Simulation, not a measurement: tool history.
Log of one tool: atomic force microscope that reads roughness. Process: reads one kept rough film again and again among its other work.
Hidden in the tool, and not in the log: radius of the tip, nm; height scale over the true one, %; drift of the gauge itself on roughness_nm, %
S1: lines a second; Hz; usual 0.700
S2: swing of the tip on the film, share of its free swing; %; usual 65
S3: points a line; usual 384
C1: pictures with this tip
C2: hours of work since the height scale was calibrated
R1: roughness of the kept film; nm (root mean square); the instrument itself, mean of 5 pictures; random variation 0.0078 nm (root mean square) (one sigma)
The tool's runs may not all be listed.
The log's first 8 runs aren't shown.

run 9 hour=227.5 | S1=3.168 S2=65 S3=384 | C1=54 C2=983 | R1=1.513
run 10 hour=264.8 | S1=0.700 S2=65 S3=384 | C1=112 C2=1007 | R1=1.640
run 11 hour=303.7 | S1=0.700 S2=65 S3=384 | C1=172 C2=1031 | R1=1.612
run 12 hour=341.4 | S1=0.700 S2=65 S3=384 | C1=231 C2=1055 | R1=1.596
run 13 hour=375.0 | S1=0.700 S2=65 S3=384 | C1=283 C2=1076 | R1=1.604
run 14 hour=391.4 | S1=1.558 S2=65 S3=384 | C1=308 C2=1087 | R1=1.550
run 15 hour=415.4 | S1=0.700 S2=65 S3=384 | C1=345 C2=1102 | R1=1.570
-- hour=427.6 new tip fitted
run 16 hour=454.7 | S1=0.700 S2=65 S3=384 | C1=42 C2=1126 | R1=1.643
run 17 hour=481.5 | S1=0.700 S2=65 S3=384 | C1=84 C2=1143 | R1=1.642
run 18 hour=518.9 | S1=0.700 S2=65 S3=384 | C1=142 C2=1167 | R1=1.619
run 19 hour=538.8 | S1=3.899 S2=76 S3=270 | C1=173 C2=1179 | R1=1.287
run 20 hour=561.4 | S1=0.908 S2=71 S3=538 | C1=208 C2=1193 | R1=1.572
run 21 hour=586.3 | S1=1.346 S2=62 S3=302 | C1=246 C2=1209 | R1=1.547
run 22 hour=619.2 | S1=1.741 S2=62 S3=302 | C1=297 C2=1230 | R1=1.535
run 23 hour=637.2 | S1=1.893 S2=57 S3=442 | C1=325 C2=1241 | R1=1.542
-- hour=661.3 new tip fitted
run 24 hour=672.9 | S1=1.893 S2=57 S3=442 | C1=18 C2=1263 | R1=1.616
run 25 hour=694.2 | S1=3.220 S2=88 S3=660 | C1=51 C2=1277 | R1=1.190
run 26 hour=733.5 | S1=3.220 S2=88 S3=660 | C1=112 C2=1301 | R1=1.173
run 27 hour=758.8 | S1=1.002 S2=65 S3=397 | C1=151 C2=1317 | R1=1.606
run 28 hour=786.5 | S1=1.002 S2=65 S3=397 | C1=194 C2=1335 | R1=1.594

Run 29 comes next. What will it give?
run 29 hour=817.0 | S1=1.002 S2=71 S3=645 | C1=241 C2=1354 | R1=?

Run 29 gave R1 1.549 nm (root mean square).
Without the tool's hidden state the same run would have given R1 1.627 nm (root mean square).
